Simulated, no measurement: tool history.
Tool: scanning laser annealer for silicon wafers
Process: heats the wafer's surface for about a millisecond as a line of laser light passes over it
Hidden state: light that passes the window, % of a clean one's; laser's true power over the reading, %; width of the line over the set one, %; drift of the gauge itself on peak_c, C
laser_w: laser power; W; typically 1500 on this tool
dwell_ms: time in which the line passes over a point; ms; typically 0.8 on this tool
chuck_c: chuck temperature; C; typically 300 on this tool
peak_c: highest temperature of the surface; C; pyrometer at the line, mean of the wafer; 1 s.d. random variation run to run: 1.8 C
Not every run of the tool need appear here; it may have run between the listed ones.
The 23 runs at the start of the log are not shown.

run,hour,laser_w,dwell_ms,chuck_c,hours of work since the window was cleaned,hours of work since the power meter was calibrated,hours of work since the optics were aligned,peak_c
24,726.8,1467,0.8,307,352,1309,164,1044
25,745.8,1372,0.804,324,367,1324,178,1009
26,773,1333,0.947,303,387,1345,199,1030
27,790.4,1420,0.8,297,401,1358,213,1004
28,811.6,1420,0.8,297,417,1375,229,1004
29,835.8,1500,0.566,330,436,1393,248,946
30,865.3,1500,0.566,330,459,1416,271,943
31,900.4,1439,0.904,306,486,1443,298,1076
32,928.7,1439,0.904,306,508,1465,320,1079
# hour 937.2: window over the wafer cleaned
33,963,1369,0.589,320,20,1490,345,886

Predict each of these 5 candidate next runs independently; none follows another, all start after run 33:
A,995.2,1356,0.589,320,45,1515,369,?
B,995.2,1417,0.598,290,45,1515,369,?
C,995.2,1432,0.892,324,45,1515,369,?
D,995.2,1547,0.985,300,45,1515,369,?
E,995.2,1387,0.667,328,45,1515,369,?

run,peak_c
A,880
B,882
C,1090
D,1189
E,944
With the hidden condition removed and each run's random variation left untouched, the same runs would have given:
run,peak_c
A,880
B,882
C,1090
D,1189
E,944
